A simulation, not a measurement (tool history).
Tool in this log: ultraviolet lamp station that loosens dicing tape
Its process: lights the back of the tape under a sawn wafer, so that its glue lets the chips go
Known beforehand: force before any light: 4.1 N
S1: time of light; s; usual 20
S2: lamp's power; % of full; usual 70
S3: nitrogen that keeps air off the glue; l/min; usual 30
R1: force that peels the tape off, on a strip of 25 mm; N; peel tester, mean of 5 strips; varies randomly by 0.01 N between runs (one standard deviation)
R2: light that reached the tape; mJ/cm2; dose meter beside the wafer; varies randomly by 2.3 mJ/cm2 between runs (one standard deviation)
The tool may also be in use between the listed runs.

| run | hour | S1 | S2 | S3 | R1 | R2 |
|---|---|---|---|---|---|---|
| 1 | 0.0 | 20 | 70 | 30 | 0.510 | 230 |
| 2 | 11.7 | 20 | 70 | 30 | 0.521 | 224 |
| 3 | 23.5 | 20 | 70 | 30 | 0.517 | 226 |
| 4 | 35.9 | 20 | 70 | 30 | 0.517 | 222 |
| 5 | 52.6 | 20 | 70 | 30 | 0.522 | 219 |
| 6 | 71.4 | 20 | 70 | 30 | 0.522 | 218 |
| 7 | 92.7 | 20 | 70 | 32 | 0.511 | 217 |
| 8 | 113.9 | 20 | 70 | 32 | 0.510 | 217 |
| 9 | 134.5 | 20 | 70 | 32 | 0.534 | 215 |
| 10 | 153.6 | 20 | 70 | 30 | 0.528 | 218 |
|  | 155.4 | window cleaned of glue's vapour |
| 11 | 165.5 | 20 | 70 | 30 | 0.541 | 214 |
| 12 | 179.1 | 20 | 70 | 30 | 0.566 | 212 |
|  | 195.7 | window cleaned of glue's vapour, once more |
| 13 | 197.9 | 20 | 70 | 30 | 0.510 | 215 |
| 14 | 213.4 | 20 | 70 | 35 | 0.496 | 220 |
| 15 | 227.5 | 20 | 70 | 35 | 0.507 | 219 |
| 16 | 248.4 | 31 | 89 | 15 | 0.292 | 429 |
| 17 | 263.7 | 20 | 94 | 30 | 0.352 | 292 |
| 18 | 277.5 | 20 | 94 | 30 | 0.355 | 287 |
| 19 | 288.1 | 39 | 68 | 11 | 0.312 | 408 |
| 20 | 298.2 | 20 | 68 | 10 | 0.854 | 209 |
| 21 | 310.2 | 20 | 68 | 10 | 0.865 | 208 |
| 22 | 332.8 | 17 | 65 | 38 | 0.728 | 168 |
| 23 | 352.7 | 16 | 92 | 30 | 0.510 | 224 |
| 24 | 368.9 | 14 | 83 | 30 | 0.760 | 175 |
| 25 | 382.3 | 28 | 90 | 30 | 0.279 | 379 |
| 26 | 398.3 | 26 | 81 | 30 | 0.319 | 313 |
| 27 | 413.1 | 11 | 81 | 23 | 1.188 | 131 |
| 28 | 436.1 | 26 | 70 | 30 | 0.383 | 268 |
| 29 | 452.2 | 26 | 70 | 30 | 0.396 | 269 |

Here are 5 independent what-if runs from the current tool condition. What would each one return?
| A | 470.8 | 27 | 86 | 30 | ? | ? |
| B | 470.8 | 20 | 73 | 32 | ? | ? |
| C | 470.8 | 13 | 66 | 25 | ? | ? |
| D | 470.8 | 27 | 70 | 30 | ? | ? |
| E | 470.8 | 20 | 94 | 30 | ? | ? |

| run | R1 | R2 |
|---|---|---|
| A | 0.298 | 339 |
| B | 0.547 | 214 |
| C | 1.168 | 127 |
| D | 0.383 | 277 |
| E | 0.391 | 275 |
With no hidden state in the tool, these same runs would have given:
| run | R1 | R2 |
|---|---|---|
| A | 0.258 | 408 |
| B | 0.420 | 258 |
| C | 0.931 | 153 |
| D | 0.309 | 334 |
| E | 0.314 | 331 |

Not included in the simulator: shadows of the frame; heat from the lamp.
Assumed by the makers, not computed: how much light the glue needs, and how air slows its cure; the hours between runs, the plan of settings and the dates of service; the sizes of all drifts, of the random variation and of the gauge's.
